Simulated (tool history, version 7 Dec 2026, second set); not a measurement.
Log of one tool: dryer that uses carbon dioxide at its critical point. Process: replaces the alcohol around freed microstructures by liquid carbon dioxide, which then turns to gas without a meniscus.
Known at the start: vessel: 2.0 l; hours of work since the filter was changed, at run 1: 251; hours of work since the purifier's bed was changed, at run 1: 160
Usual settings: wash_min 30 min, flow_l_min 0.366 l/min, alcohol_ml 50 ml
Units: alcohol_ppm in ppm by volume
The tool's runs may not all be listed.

| run | day | wash_min | flow_l_min | alcohol_ml | hours of work since the filter was changed | hours of work since the purifier's bed was changed | alcohol_ppm |
|---|---|---|---|---|---|---|---|
| 1 | 0.000 | 30 | 0.366 | 50 | 251 | 160 | 935 |
| 2 | 0.829 | 30 | 0.366 | 50 | 257 | 167 | 980 |
| 3 | 1.892 | 30 | 0.366 | 50 | 265 | 175 | 980 |
| 4 | 2.388 | 30 | 0.366 | 89 | 269 | 179 | 1735 |
| 5 | 2.912 | 30 | 0.250 | 50 | 273 | 183 | 2738 |
| 6 | 3.375 | 30 | 0.250 | 50 | 277 | 187 | 2740 |
|  | 4.112 | inlet filter changed |
| 7 | 4.221 | 30 | 0.250 | 50 | 1 | 193 | 1820 |
| 8 | 4.704 | 30 | 0.366 | 50 | 5 | 197 | 570 |
| 9 | 5.308 | 30 | 0.366 | 50 | 9 | 202 | 570 |
| 10 | 5.783 | 30 | 0.366 | 50 | 13 | 205 | 593 |
| 11 | 6.300 | 30 | 0.366 | 50 | 17 | 209 | 613 |
| 12 | 6.888 | 19 | 0.366 | 50 | 22 | 214 | 2294 |
| 13 | 7.758 | 27 | 0.366 | 50 | 28 | 221 | 860 |
| 14 | 8.583 | 27 | 0.366 | 50 | 35 | 227 | 870 |
| 15 | 9.025 | 27 | 0.366 | 50 | 38 | 231 | 882 |
| 16 | 9.592 | 27 | 0.366 | 50 | 43 | 235 | 885 |
| 17 | 10.583 | 30 | 0.366 | 50 | 51 | 243 | 657 |
| 18 | 11.029 | 30 | 0.366 | 50 | 54 | 246 | 658 |
| 19 | 12.017 | 30 | 0.366 | 50 | 62 | 254 | 658 |
| 20 | 12.504 | 30 | 0.366 | 50 | 66 | 258 | 676 |
| 21 | 13.083 | 30 | 0.366 | 50 | 70 | 262 | 682 |
| 22 | 13.833 | 30 | 0.366 | 50 | 76 | 268 | 718 |
| 23 | 14.771 | 30 | 0.366 | 50 | 83 | 275 | 697 |
| 24 | 15.838 | 30 | 0.366 | 50 | 92 | 284 | 711 |
| 25 | 16.792 | 22 | 0.264 | 34 | 99 | 291 | 2501 |
| 26 | 17.646 | 38 | 0.393 | 44 | 106 | 298 | 246 |
| 27 | 18.242 | 30 | 0.463 | 49 | 110 | 303 | 348 |
| 28 | 18.979 | 43 | 0.470 | 25 | 116 | 308 | 102 |
| 29 | 20.058 | 43 | 0.470 | 25 | 124 | 317 | 105 |
| 30 | 20.608 | 47 | 0.390 | 41 | 129 | 321 | 151 |
| 31 | 21.312 | 47 | 0.390 | 41 | 134 | 327 | 153 |
| 32 | 22.325 | 31 | 0.366 | 26 | 142 | 334 | 432 |
| 33 | 22.788 | 24 | 0.610 | 66 | 146 | 338 | 409 |
| 34 | 23.254 | 24 | 0.610 | 66 | 149 | 342 | 417 |
| 35 | 23.738 | 27 | 0.290 | 74 | 153 | 345 | 3035 |
| 36 | 24.475 | 27 | 0.290 | 74 | 159 | 351 | 3080 |
| 37 | 25.488 | 27 | 0.290 | 74 | 167 | 359 | 3106 |
| 38 | 26.467 | 33 | 0.307 | 24 | 175 | 367 | 587 |
| 39 | 27.504 | 33 | 0.550 | 47 | 183 | 375 | 197 |
| 40 | 28.538 | 30 | 0.413 | 24 | 191 | 383 | 365 |
| 41 | 29.267 | 35 | 0.430 | 68 | 196 | 389 | 438 |
| 42 | 30.138 | 35 | 0.430 | 68 | 203 | 395 | 434 |
| 43 | 30.788 | 23 | 0.304 | 66 | 208 | 401 | 3906 |
| 44 | 31.658 | 23 | 0.304 | 66 | 215 | 407 | 3973 |
| 45 | 32.692 | 46 | 0.519 | 37 | 223 | 415 | 137 |
| 46 | 33.133 | 41 | 0.476 | 80 | 227 | 419 | 225 |
| 47 | 34.071 | 29 | 0.321 | 50 | 234 | 426 | 1612 |
| 48 | 34.800 | 29 | 0.346 | 50 | 240 | 432 | 1340 |

3 ways to go on from here, each from the tool as it stands after run 48. What would each give?
| A | 35.550 | 45 | 0.346 | 40 | 245 | 438 | ? |
| B | 35.550 | 21 | 0.247 | 50 | 245 | 438 | ? |
| C | 35.550 | 24 | 0.346 | 25 | 245 | 438 | ? |

| run | alcohol_ppm |
|---|---|
| A | 309 |
| B | 5308 |
| C | 1146 |
Without the tool's hidden state the same runs would have given:
| run | alcohol_ppm |
|---|---|
| A | 82 |
| B | 3916 |
| C | 654 |
